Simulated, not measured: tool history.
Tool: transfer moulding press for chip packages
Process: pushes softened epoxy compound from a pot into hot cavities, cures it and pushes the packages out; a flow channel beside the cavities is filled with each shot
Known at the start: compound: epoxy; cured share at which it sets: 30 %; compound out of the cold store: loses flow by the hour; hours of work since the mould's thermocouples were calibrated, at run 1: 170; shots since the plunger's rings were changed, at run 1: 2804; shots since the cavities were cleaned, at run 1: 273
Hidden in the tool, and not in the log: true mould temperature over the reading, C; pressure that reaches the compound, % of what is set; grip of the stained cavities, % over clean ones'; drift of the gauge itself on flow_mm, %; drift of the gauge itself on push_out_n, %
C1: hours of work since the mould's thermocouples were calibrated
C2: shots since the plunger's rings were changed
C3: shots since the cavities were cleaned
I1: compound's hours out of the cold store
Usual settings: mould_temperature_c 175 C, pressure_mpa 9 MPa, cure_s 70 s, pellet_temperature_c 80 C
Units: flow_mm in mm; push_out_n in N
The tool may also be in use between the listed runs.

{"run": 1, "hour": 0.0, "mould_temperature_c": 175, "pressure_mpa": 9, "cure_s": 70, "pellet_temperature_c": 80, "C1": 170, "C2": 2804, "C3": 273, "I1": 8.2, "flow_mm": 550, "push_out_n": 738}
{"run": 2, "hour": 9.6, "mould_temperature_c": 175, "pressure_mpa": 9, "cure_s": 70, "pellet_temperature_c": 80, "C1": 176, "C2": 2942, "C3": 411, "I1": 16.2, "flow_mm": 527, "push_out_n": 792}
{"run": 3, "hour": 16.2, "mould_temperature_c": 175, "pressure_mpa": 9, "cure_s": 70, "pellet_temperature_c": 80, "C1": 180, "C2": 3036, "C3": 505, "I1": 17.5, "flow_mm": 521, "push_out_n": 850}
{"run": 4, "hour": 26.0, "mould_temperature_c": 175, "pressure_mpa": 9, "cure_s": 66, "pellet_temperature_c": 80, "C1": 187, "C2": 3176, "C3": 645, "I1": 38.9, "flow_mm": 467, "push_out_n": 933}
{"run": 5, "hour": 36.2, "mould_temperature_c": 175, "pressure_mpa": 9, "cure_s": 66, "pellet_temperature_c": 80, "C1": 193, "C2": 3323, "C3": 792, "I1": 10.7, "flow_mm": 540, "push_out_n": 1024}
{"hour": 45.2, "done": "cavities cleaned with cleaning compound and waxed"}
{"run": 6, "hour": 48.2, "mould_temperature_c": 175, "pressure_mpa": 9, "cure_s": 66, "pellet_temperature_c": 80, "C1": 200, "C2": 3474, "C3": 43, "I1": 11.9, "flow_mm": 538, "push_out_n": 568}
{"run": 7, "hour": 55.0, "mould_temperature_c": 175, "pressure_mpa": 9, "cure_s": 66, "pellet_temperature_c": 80, "C1": 204, "C2": 3571, "C3": 140, "I1": 9.5, "flow_mm": 540, "push_out_n": 683}
{"run": 8, "hour": 62.7, "mould_temperature_c": 175, "pressure_mpa": 9.14, "cure_s": 70, "pellet_temperature_c": 80, "C1": 209, "C2": 3682, "C3": 251, "I1": 44.3, "flow_mm": 453, "push_out_n": 689}
{"run": 9, "hour": 69.0, "mould_temperature_c": 175, "pressure_mpa": 9.14, "cure_s": 53, "pellet_temperature_c": 80, "C1": 213, "C2": 3772, "C3": 341, "I1": 23.9, "flow_mm": 504, "push_out_n": 1175}
{"run": 10, "hour": 79.2, "mould_temperature_c": 175, "pressure_mpa": 9, "cure_s": 65, "pellet_temperature_c": 80, "C1": 220, "C2": 3917, "C3": 486, "I1": 10.7, "flow_mm": 534, "push_out_n": 920}
{"run": 11, "hour": 87.1, "mould_temperature_c": 175, "pressure_mpa": 9, "cure_s": 65, "pellet_temperature_c": 80, "C1": 225, "C2": 4031, "C3": 600, "I1": 12.6, "flow_mm": 531, "push_out_n": 964}
{"run": 12, "hour": 97.3, "mould_temperature_c": 175, "pressure_mpa": 9, "cure_s": 65, "pellet_temperature_c": 80, "C1": 232, "C2": 4177, "C3": 746, "I1": 17.9, "flow_mm": 515, "push_out_n": 1015}
{"run": 13, "hour": 102.5, "mould_temperature_c": 175, "pressure_mpa": 9, "cure_s": 65, "pellet_temperature_c": 80, "C1": 235, "C2": 4253, "C3": 822, "I1": 27.7, "flow_mm": 487, "push_out_n": 1057}
{"hour": 109.7, "done": "cavities cleaned with cleaning compound and waxed"}
{"run": 14, "hour": 111.3, "mould_temperature_c": 175, "pressure_mpa": 9, "cure_s": 65, "pellet_temperature_c": 80, "C1": 240, "C2": 4357, "C3": 23, "I1": 31.2, "flow_mm": 477, "push_out_n": 540}
{"run": 15, "hour": 121.8, "mould_temperature_c": 180, "pressure_mpa": 9.79, "cure_s": 62, "pellet_temperature_c": 73, "C1": 247, "C2": 4507, "C3": 173, "I1": 10.3, "flow_mm": 549, "push_out_n": 655}
{"run": 16, "hour": 131.3, "mould_temperature_c": 180, "pressure_mpa": 9.79, "cure_s": 62, "pellet_temperature_c": 73, "C1": 253, "C2": 4644, "C3": 310, "I1": 25.9, "flow_mm": 505, "push_out_n": 722}
{"run": 17, "hour": 138.7, "mould_temperature_c": 180, "pressure_mpa": 9.79, "cure_s": 62, "pellet_temperature_c": 73, "C1": 258, "C2": 4749, "C3": 415, "I1": 19.3, "flow_mm": 522, "push_out_n": 785}
{"run": 18, "hour": 145.8, "mould_temperature_c": 180, "pressure_mpa": 9.79, "cure_s": 62, "pellet_temperature_c": 76, "C1": 262, "C2": 4851, "C3": 517, "I1": 37.1, "flow_mm": 476, "push_out_n": 825}
{"hour": 153.2, "done": "plunger's sealing rings changed"}
{"run": 19, "hour": 158.0, "mould_temperature_c": 180, "pressure_mpa": 9.84, "cure_s": 62, "pellet_temperature_c": 76, "C1": 268, "C2": 70, "C3": 657, "I1": 39.9, "flow_mm": 493, "push_out_n": 875}
{"run": 20, "hour": 163.9, "mould_temperature_c": 180, "pressure_mpa": 9.84, "cure_s": 62, "pellet_temperature_c": 76, "C1": 272, "C2": 154, "C3": 741, "I1": 32.2, "flow_mm": 517, "push_out_n": 916}
{"run": 21, "hour": 171.1, "mould_temperature_c": 168, "pressure_mpa": 9.84, "cure_s": 60, "pellet_temperature_c": 76, "C1": 277, "C2": 257, "C3": 844, "I1": 30, "flow_mm": 541, "push_out_n": 1762}
{"hour": 176.5, "done": "cavities cleaned with cleaning compound and waxed"}
{"run": 22, "hour": 183.8, "mould_temperature_c": 179, "pressure_mpa": 9.41, "cure_s": 70, "pellet_temperature_c": 79, "C1": 284, "C2": 417, "C3": 104, "I1": 10, "flow_mm": 561, "push_out_n": 542}
{"run": 23, "hour": 195.0, "mould_temperature_c": 179, "pressure_mpa": 9.41, "cure_s": 102, "pellet_temperature_c": 79, "C1": 291, "C2": 578, "C3": 265, "I1": 20.6, "flow_mm": 532, "push_out_n": 620}
{"run": 24, "hour": 205.7, "mould_temperature_c": 175, "pressure_mpa": 7.91, "cure_s": 70, "pellet_temperature_c": 86, "C1": 298, "C2": 731, "C3": 418, "I1": 35, "flow_mm": 460, "push_out_n": 761}
{"run": 25, "hour": 213.3, "mould_temperature_c": 175, "pressure_mpa": 7.91, "cure_s": 70, "pellet_temperature_c": 86, "C1": 303, "C2": 840, "C3": 527, "I1": 25.9, "flow_mm": 478, "push_out_n": 838}
{"run": 26, "hour": 218.1, "mould_temperature_c": 175, "pressure_mpa": 7.91, "cure_s": 70, "pellet_temperature_c": 86, "C1": 306, "C2": 909, "C3": 596, "I1": 18.6, "flow_mm": 499, "push_out_n": 870}
{"run": 27, "hour": 225.3, "mould_temperature_c": 175, "pressure_mpa": 7.91, "cure_s": 70, "pellet_temperature_c": 86, "C1": 311, "C2": 1012, "C3": 699, "I1": 14, "flow_mm": 510, "push_out_n": 948}

5 ways to go on from here, each from the tool as it stands after run 27. What would each give?
{"run": "A", "hour": 233.7, "mould_temperature_c": 175, "pressure_mpa": 7.35, "cure_s": 50, "pellet_temperature_c": 83, "C1": 316, "C2": 1134, "C3": 821, "I1": 39.6, "flow_mm": "?", "push_out_n": "?"}
{"run": "B", "hour": 233.7, "mould_temperature_c": 172, "pressure_mpa": 7.43, "cure_s": 76, "pellet_temperature_c": 80, "C1": 316, "C2": 1134, "C3": 821, "I1": 8.7, "flow_mm": "?", "push_out_n": "?"}
{"run": "C", "hour": 233.7, "mould_temperature_c": 175, "pressure_mpa": 8.18, "cure_s": 60, "pellet_temperature_c": 80, "C1": 316, "C2": 1134, "C3": 821, "I1": 12.9, "flow_mm": "?", "push_out_n": "?"}
{"run": "D", "hour": 233.7, "mould_temperature_c": 175, "pressure_mpa": 7.29, "cure_s": 58, "pellet_temperature_c": 90, "C1": 316, "C2": 1134, "C3": 821, "I1": 31.1, "flow_mm": "?", "push_out_n": "?"}
{"run": "E", "hour": 233.7, "mould_temperature_c": 175, "pressure_mpa": 7.68, "cure_s": 100, "pellet_temperature_c": 86, "C1": 316, "C2": 1134, "C3": 821, "I1": 8.6, "flow_mm": "?", "push_out_n": "?"}

run=A flow_mm=426 push_out_n=1607
run=B flow_mm=512 push_out_n=1008
run=C flow_mm=522 push_out_n=1198
run=D flow_mm=447 push_out_n=1184
run=E flow_mm=520 push_out_n=826
Without the tool's hidden state the same runs would have given:
run=A flow_mm=432 push_out_n=801
run=B flow_mm=520 push_out_n=506
run=C flow_mm=529 push_out_n=600
run=D flow_mm=454 push_out_n=591
run=E flow_mm=527 push_out_n=416

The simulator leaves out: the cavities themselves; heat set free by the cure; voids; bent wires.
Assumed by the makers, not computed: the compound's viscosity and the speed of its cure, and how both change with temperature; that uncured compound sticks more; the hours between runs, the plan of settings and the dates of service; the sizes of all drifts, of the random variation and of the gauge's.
